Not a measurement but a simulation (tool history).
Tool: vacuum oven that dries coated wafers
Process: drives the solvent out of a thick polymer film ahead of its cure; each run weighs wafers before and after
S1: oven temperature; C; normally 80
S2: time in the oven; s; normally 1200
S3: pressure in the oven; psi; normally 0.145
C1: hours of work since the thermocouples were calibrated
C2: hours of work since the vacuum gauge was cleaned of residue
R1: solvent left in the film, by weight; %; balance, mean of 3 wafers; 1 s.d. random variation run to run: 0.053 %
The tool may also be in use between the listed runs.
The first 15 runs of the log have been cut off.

run     day  S1    S2     S3   C1   C2    R1
 16   5.721  80  1200  0.335  293  452  2.65
 17   6.204  80  1200  0.145  301  461  1.83
 18   6.667  80  1080  0.145  309  469  2.21
 19   6.904  90  1560  0.145  314  473  0.58
 20   7.304  89  1200  0.403  321  480  1.46
 21   7.712  90  1200  0.244  328  487  0.96
 22   8.196  90  1200  0.244  336  495  1.05
 23   8.629  90  1200  0.244  344  503   0.9
 24   9.042  73  1140  0.367  351  510  4.54
 25   9.346  73  1140  0.367  356  515  4.32
 26   9.583  73  1500  0.268  360  519  3.24
 27   9.917  82  1080  0.437  366  525  2.78
 28  10.325  80  1680  0.125  373  532  1.23
 29  10.662  70  1740  0.302  379  538  3.71
 30  11.158  89  1560  0.177  387  547  0.73
 31  11.483  89  1560  0.218  393  552  0.75
 32  11.729  94  1560  0.096  397  557  0.33
 33  12.179  77  1200  0.281  405  564  3.15
 34    12.5  77  1200  0.281  411  570  3.03
 35  12.838  84   960   0.11  417  576  1.65

Each row is a separate what-if for the run after 35, all from the same tool condition, not one after another. Results?
  A  13.296  69  660  0.123  425  584   ?
  B  13.296  68  840  0.107  425  584   ?
  C  13.296  70  960   0.11  425  584   ?
  D  13.296  93  960  0.077  425  584   ?
  E  13.296  68  600  0.344  425  584   ?

run    R1
  A  6.45
  B  5.77
  C  4.89
  D  0.56
  E  7.61
Had the tool no hidden state, the same runs would have come out as:
run    R1
  A   6.3
  B   5.6
  C  4.72
  D  0.47
  E  7.46

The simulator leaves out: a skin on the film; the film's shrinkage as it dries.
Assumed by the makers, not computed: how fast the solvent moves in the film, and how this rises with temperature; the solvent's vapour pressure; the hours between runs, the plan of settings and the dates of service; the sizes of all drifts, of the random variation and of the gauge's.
